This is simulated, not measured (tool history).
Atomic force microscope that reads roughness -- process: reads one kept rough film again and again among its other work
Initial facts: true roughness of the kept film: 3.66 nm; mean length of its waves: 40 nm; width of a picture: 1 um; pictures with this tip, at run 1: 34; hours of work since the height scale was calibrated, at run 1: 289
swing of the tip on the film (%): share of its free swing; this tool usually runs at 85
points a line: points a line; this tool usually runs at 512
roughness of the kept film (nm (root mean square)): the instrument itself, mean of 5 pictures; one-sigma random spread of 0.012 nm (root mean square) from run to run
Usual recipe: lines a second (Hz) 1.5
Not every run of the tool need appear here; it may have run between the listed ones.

run	day	lines a second (Hz)	swing of the tip on the film (%)	points a line	pictures with this tip	hours of work since the height scale was calibrated	roughness of the kept film (nm (root mean square))
1	0	1.5	85	512	34	289	2.767
2	0.517	1.5	85	512	47	296	2.739
3	0.988	1.5	85	512	60	303	2.72
4	1.242	1.5	85	512	66	306	2.701
5	1.75	1.5	85	512	80	313	2.666
6	2.233	1.5	85	512	92	320	2.669
7	2.742	1.5	59	512	106	328	3.051
8	3.138	1.5	59	512	116	333	3.038
9	3.433	1.5	59	512	124	338	2.998
10	3.675	1.5	59	512	131	341	2.981
11	4.2	1.5	59	512	144	348	2.961
12	4.442	1.5	59	512	151	352	2.955
13	4.708	1.5	59	512	158	356	2.963
14	5.188	1.5	59	512	171	363	2.927
15	5.7	1.5	59	512	184	370	2.902
16	5.958	1.5	89	512	191	374	2.43
17	6.217	1.5	89	512	198	377	2.412
18	6.471	1.5	89	512	205	381	2.413
19	6.8	1.5	85	431	213	386	2.49
20	7.3	1.5	77	512	226	393	2.598
21	7.717	1.5	58	512	237	399	2.815
22	8.112	1.5	58	512	248	404	2.787
23	8.442	1.5	85	512	257	409	2.397
24	8.954	1.5	85	512	270	416	2.387
25	9.221	0.67	64	512	277	420	2.802
26	9.621	0.69	83	374	288	426	2.631
# day 9.954: new tip fitted
27	10.029	2.26	65	582	2	431	3.061
28	10.475	3.22	66	512	14	438	2.897
29	10.725	1.5	89	721	20	441	2.712
30	11.083	1.5	85	769	30	446	2.784
31	11.521	1.5	85	299	41	453	2.714
32	11.892	1.5	83	478	51	458	2.771
33	12.238	2.12	55	899	60	463	3.121
34	12.692	2.12	55	899	72	469	3.115
35	12.992	2.12	55	899	80	474	3.063
36	13.521	2.12	55	899	94	481	3.054
37	13.779	0.93	89	363	101	485	2.754
38	14.083	0.93	89	363	109	489	2.755
39	14.488	0.93	89	363	120	495	2.732
40	14.771	0.65	85	1023	127	499	2.882
41	15.175	2.07	56	512	138	505	2.957
42	15.642	3.19	85	588	150	511	2.143
43	15.992	1.34	61	270	159	516	2.916
44	16.212	0.78	61	270	165	520	2.967
45	16.625	1	61	685	176	525	2.958
46	16.912	0.87	85	512	184	529	2.683
47	17.317	0.87	85	512	194	535	2.674

Each row is a separate what-if for the run after 47, all from the same tool condition, not one after another. Results?
A	17.533	1.24	82	395	200	538	?
B	17.533	0.87	85	288	200	538	?
C	17.533	1.69	85	273	200	538	?

run	roughness of the kept film (nm (root mean square))
A	2.624
B	2.655
C	2.435
With the hidden condition removed and each run's random variation left untouched, the same runs would have given:
run	roughness of the kept film (nm (root mean square))
A	3.005
B	3.042
C	2.788
